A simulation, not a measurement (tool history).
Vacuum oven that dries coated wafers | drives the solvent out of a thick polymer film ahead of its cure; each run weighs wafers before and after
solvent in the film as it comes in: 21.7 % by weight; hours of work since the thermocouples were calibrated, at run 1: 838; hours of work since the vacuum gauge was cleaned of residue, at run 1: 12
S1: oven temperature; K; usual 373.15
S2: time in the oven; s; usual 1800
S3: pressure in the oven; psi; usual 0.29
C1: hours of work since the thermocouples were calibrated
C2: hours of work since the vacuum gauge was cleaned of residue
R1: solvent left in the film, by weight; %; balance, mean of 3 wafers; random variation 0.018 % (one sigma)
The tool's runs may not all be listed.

{"run": 1, "hour": 0.0, "S1": 373.15, "S2": 1800, "S3": 0.29, "C1": 838, "C2": 12, "R1": 2.32}
{"run": 2, "hour": 9.6, "S1": 373.15, "S2": 1800, "S3": 0.309, "C1": 844, "C2": 18, "R1": 2.39}
{"run": 3, "hour": 27.6, "S1": 373.15, "S2": 1800, "S3": 0.381, "C1": 855, "C2": 30, "R1": 2.75}
{"run": 4, "hour": 36.6, "S1": 373.15, "S2": 1800, "S3": 0.381, "C1": 861, "C2": 36, "R1": 2.77}
{"run": 5, "hour": 47.9, "S1": 373.15, "S2": 1860, "S3": 0.29, "C1": 869, "C2": 43, "R1": 2.22}
{"run": 6, "hour": 66.5, "S1": 373.15, "S2": 1800, "S3": 0.29, "C1": 881, "C2": 55, "R1": 2.32}
{"run": 7, "hour": 78.7, "S1": 373.15, "S2": 900, "S3": 0.29, "C1": 889, "C2": 63, "R1": 5.14}
{"run": 8, "hour": 89.4, "S1": 373.15, "S2": 900, "S3": 0.29, "C1": 896, "C2": 70, "R1": 5.1}
{"run": 9, "hour": 102.2, "S1": 373.15, "S2": 900, "S3": 0.29, "C1": 904, "C2": 78, "R1": 5.15}
{"run": 10, "hour": 114.0, "S1": 373.15, "S2": 900, "S3": 0.29, "C1": 912, "C2": 86, "R1": 5.12}
{"run": 11, "hour": 131.3, "S1": 373.15, "S2": 900, "S3": 0.29, "C1": 923, "C2": 97, "R1": 5.09}
{"hour": 133.6, "done": "vacuum gauge cleaned of residue and calibrated"}
{"run": 12, "hour": 150.9, "S1": 373.15, "S2": 900, "S3": 0.29, "C1": 934, "C2": 11, "R1": 5.08}
{"run": 13, "hour": 163.0, "S1": 373.15, "S2": 900, "S3": 0.29, "C1": 942, "C2": 19, "R1": 5.09}
{"run": 14, "hour": 178.1, "S1": 373.15, "S2": 900, "S3": 0.29, "C1": 952, "C2": 29, "R1": 5.08}
{"run": 15, "hour": 192.5, "S1": 373.15, "S2": 900, "S3": 0.29, "C1": 962, "C2": 38, "R1": 5.11}
{"run": 16, "hour": 202.3, "S1": 373.15, "S2": 900, "S3": 0.29, "C1": 968, "C2": 45, "R1": 5.09}
{"hour": 211.3, "done": "vacuum gauge cleaned of residue and calibrated, once more"}
{"run": 17, "hour": 212.8, "S1": 373.15, "S2": 1500, "S3": 0.29, "C1": 974, "C2": 1, "R1": 2.75}
{"run": 18, "hour": 225.6, "S1": 373.15, "S2": 1800, "S3": 0.29, "C1": 982, "C2": 9, "R1": 2.26}
{"run": 19, "hour": 243.4, "S1": 373.15, "S2": 1800, "S3": 0.29, "C1": 994, "C2": 21, "R1": 2.28}
{"run": 20, "hour": 260.6, "S1": 373.15, "S2": 1560, "S3": 0.29, "C1": 1005, "C2": 32, "R1": 2.66}
{"run": 21, "hour": 268.9, "S1": 364.15, "S2": 1800, "S3": 1.072, "C1": 1010, "C2": 37, "R1": 9.41}
{"run": 22, "hour": 282.4, "S1": 364.15, "S2": 1800, "S3": 0.244, "C1": 1019, "C2": 46, "R1": 4.18}
{"run": 23, "hour": 299.4, "S1": 364.15, "S2": 1800, "S3": 0.244, "C1": 1030, "C2": 57, "R1": 4.15}
{"run": 24, "hour": 315.9, "S1": 364.15, "S2": 1800, "S3": 0.244, "C1": 1041, "C2": 68, "R1": 4.2}
{"run": 25, "hour": 333.2, "S1": 364.15, "S2": 1800, "S3": 0.244, "C1": 1052, "C2": 79, "R1": 4.1}
{"run": 26, "hour": 341.1, "S1": 374.15, "S2": 2340, "S3": 0.872, "C1": 1057, "C2": 84, "R1": 4.52}
{"run": 27, "hour": 353.2, "S1": 374.15, "S2": 2340, "S3": 0.872, "C1": 1065, "C2": 92, "R1": 4.53}
{"run": 28, "hour": 366.0, "S1": 374.15, "S2": 2340, "S3": 0.872, "C1": 1073, "C2": 100, "R1": 4.51}
{"run": 29, "hour": 381.3, "S1": 360.15, "S2": 1740, "S3": 0.516, "C1": 1083, "C2": 110, "R1": 7.54}
{"run": 30, "hour": 394.1, "S1": 368.15, "S2": 1800, "S3": 0.29, "C1": 1091, "C2": 119, "R1": 3.34}
{"run": 31, "hour": 410.8, "S1": 368.15, "S2": 1800, "S3": 0.29, "C1": 1102, "C2": 129, "R1": 3.3}
{"run": 32, "hour": 419.9, "S1": 373.15, "S2": 2640, "S3": 0.164, "C1": 1108, "C2": 135, "R1": 1.02}
{"run": 33, "hour": 438.2, "S1": 383.15, "S2": 1920, "S3": 0.902, "C1": 1120, "C2": 147, "R1": 3.33}
{"run": 34, "hour": 451.7, "S1": 387.15, "S2": 2820, "S3": 0.271, "C1": 1129, "C2": 156, "R1": 0.85}
{"run": 35, "hour": 460.0, "S1": 387.15, "S2": 2820, "S3": 0.271, "C1": 1134, "C2": 161, "R1": 0.88}
{"hour": 469.2, "done": "oven's thermocouples calibrated"}
{"run": 36, "hour": 470.3, "S1": 387.15, "S2": 1200, "S3": 0.271, "C1": 1, "C2": 167, "R1": 1.13}
{"run": 37, "hour": 484.2, "S1": 385.15, "S2": 2340, "S3": 0.754, "C1": 10, "C2": 176, "R1": 2.53}
{"run": 38, "hour": 502.0, "S1": 385.15, "S2": 2340, "S3": 0.754, "C1": 21, "C2": 187, "R1": 2.56}
{"run": 39, "hour": 512.2, "S1": 385.15, "S2": 2340, "S3": 0.754, "C1": 28, "C2": 194, "R1": 2.52}

3 ways to go on from here, each from the tool as it stands after run 39. What would each give?
{"run": "A", "hour": 522.6, "S1": 385.15, "S2": 1080, "S3": 0.202, "C1": 35, "C2": 201, "R1": "?"}
{"run": "B", "hour": 522.6, "S1": 367.15, "S2": 2640, "S3": 0.799, "C1": 35, "C2": 201, "R1": "?"}
{"run": "C", "hour": 522.6, "S1": 383.15, "S2": 2340, "S3": 1.12, "C1": 35, "C2": 201, "R1": "?"}

run=A R1=1.29
run=B R1=5.57
run=C R1=4.04
Without the tool's hidden state the same runs would have given:
run=A R1=1.32
run=B R1=5.63
run=C R1=4.07
